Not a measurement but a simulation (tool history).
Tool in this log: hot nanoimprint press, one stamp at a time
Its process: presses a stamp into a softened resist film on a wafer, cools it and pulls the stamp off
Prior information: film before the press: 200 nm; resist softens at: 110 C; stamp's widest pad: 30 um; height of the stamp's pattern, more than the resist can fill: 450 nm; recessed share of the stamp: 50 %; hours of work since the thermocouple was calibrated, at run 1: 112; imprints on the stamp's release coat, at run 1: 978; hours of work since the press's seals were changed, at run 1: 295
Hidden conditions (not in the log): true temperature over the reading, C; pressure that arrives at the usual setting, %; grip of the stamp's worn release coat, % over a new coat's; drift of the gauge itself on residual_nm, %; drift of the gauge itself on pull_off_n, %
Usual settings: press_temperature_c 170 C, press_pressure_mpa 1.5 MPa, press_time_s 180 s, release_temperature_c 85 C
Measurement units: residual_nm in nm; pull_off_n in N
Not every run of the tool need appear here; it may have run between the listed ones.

run,hour,press_temperature_c,press_pressure_mpa,press_time_s,release_temperature_c,hours of work since the thermocouple was calibrated,imprints on the stamp's release coat,hours of work since the press's seals were changed,residual_nm,pull_off_n
1,0,170,1.5,180,85,112,978,295,120.8,134
# hour 13.6: stamp cleaned and given a new release coat
2,30.9,170,1.5,180,85,130,37,313,121.5,102
3,52.8,170,1.5,180,85,145,85,329,121.7,101
4,69.7,170,1.5,180,85,157,121,341,122.2,103
5,90.7,170,1.5,180,85,173,167,356,123.2,106
6,108.6,170,1.5,180,85,186,206,369,122.8,106
7,123.9,170,1.5,180,85,197,239,380,124.1,109
8,147.3,170,1.5,180,85,214,290,397,124,114
9,161.2,170,1.5,180,85,224,320,407,124.2,111
10,192.4,170,1.5,180,85,246,388,429,124.6,116
11,211.7,170,1.5,180,85,260,430,443,124.8,115
12,227.2,170,1.08,180,85,271,464,454,137.9,115
# hour 252.5: plate thermocouple calibrated
13,252.5,170,1.08,180,85,0,512,470,131,115
14,265.6,170,1.08,180,85,9,541,480,130.3,114
15,282.1,170,1.08,180,85,21,576,492,131.4,117
16,311.4,170,0.96,180,91,42,640,513,135.7,98
17,336.7,170,1.12,207,82,61,695,531,125.7,134
18,358.5,170,1.12,94,86,76,742,547,152.6,120
19,374.5,170,1.29,94,86,88,777,558,149.2,122
20,400.3,166,1.5,134,88,107,833,577,153.3,115
21,423.1,166,1.5,134,88,123,883,593,153.9,115
22,441.8,163,1.22,136,85,137,923,607,173.3,131
23,461.2,163,1.22,136,85,151,965,621,172.9,130
# hour 479.8: stamp cleaned and given a new release coat
24,489.5,163,1.22,136,85,167,21,637,175.2,103
25,519.8,163,1.22,136,85,189,87,659,174.1,103
26,545.4,167,1.5,180,85,207,142,677,141,106
27,564.7,170,1.74,96,89,221,184,691,142.3,94
28,579.8,170,1.74,96,89,232,217,702,142,96
29,600.5,181,1.74,98,77,247,262,717,85.2,132

5 options for the next run, each taken on its own from the tool as it stands now. Forecast them:
A,616.6,160,1.29,247,77,258,297,729,?,?
B,616.6,170,1.5,180,87,258,297,729,?,?
C,616.6,160,1.5,180,73,258,297,729,?,?
D,616.6,165,1.74,141,77,258,297,729,?,?
E,616.6,177,2.02,98,77,258,297,729,?,?

run,residual_nm,pull_off_n
A,173.3,137
B,126.6,106
C,175.9,149
D,157.5,136
E,99.6,137
What these runs would have given with no unlogged condition in the tool:
run,residual_nm,pull_off_n
A,167.1,122
B,117.5,94
C,170.1,133
D,149,121
E,90.8,122
